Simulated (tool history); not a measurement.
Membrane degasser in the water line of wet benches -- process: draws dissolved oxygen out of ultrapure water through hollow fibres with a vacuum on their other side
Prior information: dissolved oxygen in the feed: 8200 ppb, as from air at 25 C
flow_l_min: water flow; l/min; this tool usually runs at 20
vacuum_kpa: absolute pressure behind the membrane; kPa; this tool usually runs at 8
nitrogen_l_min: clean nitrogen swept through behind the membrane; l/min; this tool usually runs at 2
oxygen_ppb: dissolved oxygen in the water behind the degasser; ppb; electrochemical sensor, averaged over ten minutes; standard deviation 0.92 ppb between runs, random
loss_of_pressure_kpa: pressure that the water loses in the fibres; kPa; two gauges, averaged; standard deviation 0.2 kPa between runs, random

Run 1, hour 0: usual settings. Result: oxygen_ppb 113.4 ppb, loss_of_pressure_kpa 43.67 kPa.
Run 2, hour 60.9: usual settings. Result: oxygen_ppb 114.4 ppb, loss_of_pressure_kpa 44.11 kPa.
Run 3, hour 132: usual settings. Result: oxygen_ppb 114.6 ppb, loss_of_pressure_kpa 44.14 kPa.
Run 4, hour 224.1: usual settings. Result: oxygen_ppb 112.7 ppb, loss_of_pressure_kpa 43.89 kPa.
Run 5, hour 338.3: usual settings. Result: oxygen_ppb 114.3 ppb, loss_of_pressure_kpa 44.29 kPa.
Run 6, hour 416.3: usual settings. Result: oxygen_ppb 114.1 ppb, loss_of_pressure_kpa 44.23 kPa.
Run 7, hour 534.5: usual settings. Result: oxygen_ppb 113.1 ppb, loss_of_pressure_kpa 44.33 kPa.
Run 8, hour 641.5: usual settings. Result: oxygen_ppb 113.5 ppb, loss_of_pressure_kpa 44.49 kPa.
At hour 683.5: vacuum gauge calibrated.
Run 9, hour 758.9: usual settings. Result: oxygen_ppb 115 ppb, loss_of_pressure_kpa 44.52 kPa.
Run 10, hour 877.4: usual settings. Result: oxygen_ppb 115.2 ppb, loss_of_pressure_kpa 44.56 kPa.
Run 11, hour 1000.6: usual settings. Result: oxygen_ppb 114.1 ppb, loss_of_pressure_kpa 44.52 kPa.
Run 12, hour 1086.6: usual settings. Result: oxygen_ppb 113.7 ppb, loss_of_pressure_kpa 44.44 kPa.
Run 13, hour 1168.8: usual settings. Result: oxygen_ppb 113.7 ppb, loss_of_pressure_kpa 44.85 kPa.
At hour 1261.9: gauge calibrated.
Run 14, hour 1291.1: usual settings. Result: oxygen_ppb 112.5 ppb, loss_of_pressure_kpa 44.3 kPa.
Run 15, hour 1398.3: usual settings. Result: oxygen_ppb 113.5 ppb, loss_of_pressure_kpa 44.11 kPa.
Run 16, hour 1507.9: usual settings. Result: oxygen_ppb 113.9 ppb, loss_of_pressure_kpa 43.95 kPa.
Run 17, hour 1632: usual settings but flow_l_min 14 l/min, vacuum_kpa 13.56 kPa, nitrogen_l_min 2.3 l/min. Result: oxygen_ppb 149.7 ppb, loss_of_pressure_kpa 30.93 kPa.
Run 18, hour 1705.5: usual settings but flow_l_min 13 l/min, vacuum_kpa 8.41 kPa, nitrogen_l_min 1.28 l/min. Result: oxygen_ppb 124.5 ppb, loss_of_pressure_kpa 28.69 kPa.
Run 19, hour 1804: usual settings but flow_l_min 29 l/min, vacuum_kpa 18.25 kPa, nitrogen_l_min 2.47 l/min. Result: oxygen_ppb 403.8 ppb, loss_of_pressure_kpa 64.68 kPa.
Run 20, hour 1875.7: usual settings but nitrogen_l_min 1.53 l/min. Result: oxygen_ppb 142.3 ppb, loss_of_pressure_kpa 44.56 kPa.
Run 21, hour 1991.3: usual settings but flow_l_min 29 l/min, vacuum_kpa 15.87 kPa, nitrogen_l_min 1.27 l/min. Result: oxygen_ppb 594.9 ppb, loss_of_pressure_kpa 64.81 kPa.
Run 22, hour 2053.5: usual settings but flow_l_min 29 l/min, vacuum_kpa 15.87 kPa, nitrogen_l_min 1.27 l/min. Result: oxygen_ppb 596.1 ppb, loss_of_pressure_kpa 64.78 kPa.
Run 23, hour 2168.7: usual settings but flow_l_min 29 l/min, vacuum_kpa 15.87 kPa, nitrogen_l_min 1.27 l/min. Result: oxygen_ppb 594.3 ppb, loss_of_pressure_kpa 64.85 kPa.
Run 24, hour 2258.7: usual settings but flow_l_min 29 l/min, vacuum_kpa 15.87 kPa, nitrogen_l_min 1.27 l/min. Result: oxygen_ppb 597.6 ppb, loss_of_pressure_kpa 64.74 kPa.
Run 25, hour 2313.8: usual settings but flow_l_min 14 l/min, vacuum_kpa 14.35 kPa, nitrogen_l_min 1.01 l/min. Result: oxygen_ppb 346.5 ppb, loss_of_pressure_kpa 31.41 kPa.
Run 26, hour 2383.9: usual settings but flow_l_min 28 l/min, vacuum_kpa 10.52 kPa, nitrogen_l_min 4.82 l/min. Result: oxygen_ppb 105.9 ppb, loss_of_pressure_kpa 62.57 kPa.
Run 27, hour 2475: usual settings but flow_l_min 21 l/min, vacuum_kpa 7.86 kPa, nitrogen_l_min 4.53 l/min. Result: oxygen_ppb 53.5 ppb, loss_of_pressure_kpa 46.98 kPa.
Run 28, hour 2562.1: usual settings but flow_l_min 21 l/min, vacuum_kpa 7.86 kPa, nitrogen_l_min 4.53 l/min. Result: oxygen_ppb 55.1 ppb, loss_of_pressure_kpa 47.36 kPa.
Run 29, hour 2651.3: usual settings but flow_l_min 12 l/min. Result: oxygen_ppb 69.4 ppb, loss_of_pressure_kpa 27.21 kPa.
Run 30, hour 2760.2: usual settings but flow_l_min 17 l/min, vacuum_kpa 8.44 kPa, nitrogen_l_min 2.4 l/min. Result: oxygen_ppb 90.1 ppb, loss_of_pressure_kpa 38.65 kPa.
Run 31, hour 2817.3: usual settings but flow_l_min 15 l/min, vacuum_kpa 7.47 kPa, nitrogen_l_min 2.4 l/min. Result: oxygen_ppb 64.6 ppb, loss_of_pressure_kpa 34 kPa.

Each row is a separate what-if for the run after 31, all from the same tool condition, not one after another. Results?
Run A, hour 2911.6: usual settings but nitrogen_l_min 5.14 l/min. Result: oxygen_ppb ?, loss_of_pressure_kpa ?.
Run B, hour 2911.6: usual settings but flow_l_min 17 l/min, vacuum_kpa 12.1 kPa, nitrogen_l_min 4.27 l/min. Result: oxygen_ppb ?, loss_of_pressure_kpa ?.
Run C, hour 2911.6: usual settings but flow_l_min 27 l/min, vacuum_kpa 7.77 kPa, nitrogen_l_min 3.85 l/min. Result: oxygen_ppb ?, loss_of_pressure_kpa ?.
Run D, hour 2911.6: usual settings but flow_l_min 16 l/min. Result: oxygen_ppb ?, loss_of_pressure_kpa ?.
Run E, hour 2911.6: usual settings but flow_l_min 13 l/min, vacuum_kpa 13.69 kPa, nitrogen_l_min 0.95 l/min. Result: oxygen_ppb ?, loss_of_pressure_kpa ?.

run  oxygen_ppb  loss_of_pressure_kpa
  A        47.1                 45.55
  B        87.1                 38.64
  C        79.4                 61.62
  D        92.1                 36.77
  E       318.5                  29.5
With no hidden state in the tool, these same runs would have given:
run  oxygen_ppb  loss_of_pressure_kpa
  A          47                 44.17
  B          87                 37.46
  C        79.4                 59.74
  D          92                 35.66
  E       318.3                  28.6

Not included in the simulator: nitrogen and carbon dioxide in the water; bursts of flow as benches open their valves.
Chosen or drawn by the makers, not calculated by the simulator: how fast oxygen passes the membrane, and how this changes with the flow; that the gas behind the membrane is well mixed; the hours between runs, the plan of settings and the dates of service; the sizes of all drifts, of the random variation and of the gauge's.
